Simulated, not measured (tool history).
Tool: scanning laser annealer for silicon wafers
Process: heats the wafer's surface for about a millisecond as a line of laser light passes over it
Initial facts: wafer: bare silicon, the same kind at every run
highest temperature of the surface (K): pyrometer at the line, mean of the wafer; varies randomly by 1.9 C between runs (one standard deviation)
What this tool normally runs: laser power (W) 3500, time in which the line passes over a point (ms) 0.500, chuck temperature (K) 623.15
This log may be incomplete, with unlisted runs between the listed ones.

| run | hour | laser power (W) | time in which the line passes over a point (ms) | chuck temperature (K) | highest temperature of the surface (K) |
|---|---|---|---|---|---|
| 1 | 0.0 | 3500 | 0.500 | 623.15 | 1389.15 |
| 2 | 9.9 | 3500 | 0.500 | 623.15 | 1389.15 |
| 3 | 19.4 | 3641 | 0.500 | 623.15 | 1427.15 |
| 4 | 25.7 | 3641 | 0.500 | 623.15 | 1428.15 |
| 5 | 35.4 | 3641 | 0.500 | 623.15 | 1426.15 |
| 6 | 46.5 | 3641 | 0.500 | 623.15 | 1424.15 |
| 7 | 52.2 | 3500 | 0.469 | 623.15 | 1362.15 |
| 8 | 58.6 | 3500 | 0.469 | 623.15 | 1364.15 |
| 9 | 65.2 | 3500 | 0.500 | 623.15 | 1384.15 |
| 10 | 75.4 | 3500 | 0.500 | 623.15 | 1391.15 |
| 11 | 81.9 | 3500 | 0.500 | 623.15 | 1381.15 |
| 12 | 87.8 | 3299 | 0.563 | 622.15 | 1367.15 |

Run 13 is up next; what results do you expect?
| 13 | 100.4 | 3238 | 0.466 | 610.15 | ? |

{"run 13": {"highest temperature of the surface (K)": 1277.15}}
Had the tool carried no hidden state, the very same run would have given highest temperature of the surface (K) 1312.15.

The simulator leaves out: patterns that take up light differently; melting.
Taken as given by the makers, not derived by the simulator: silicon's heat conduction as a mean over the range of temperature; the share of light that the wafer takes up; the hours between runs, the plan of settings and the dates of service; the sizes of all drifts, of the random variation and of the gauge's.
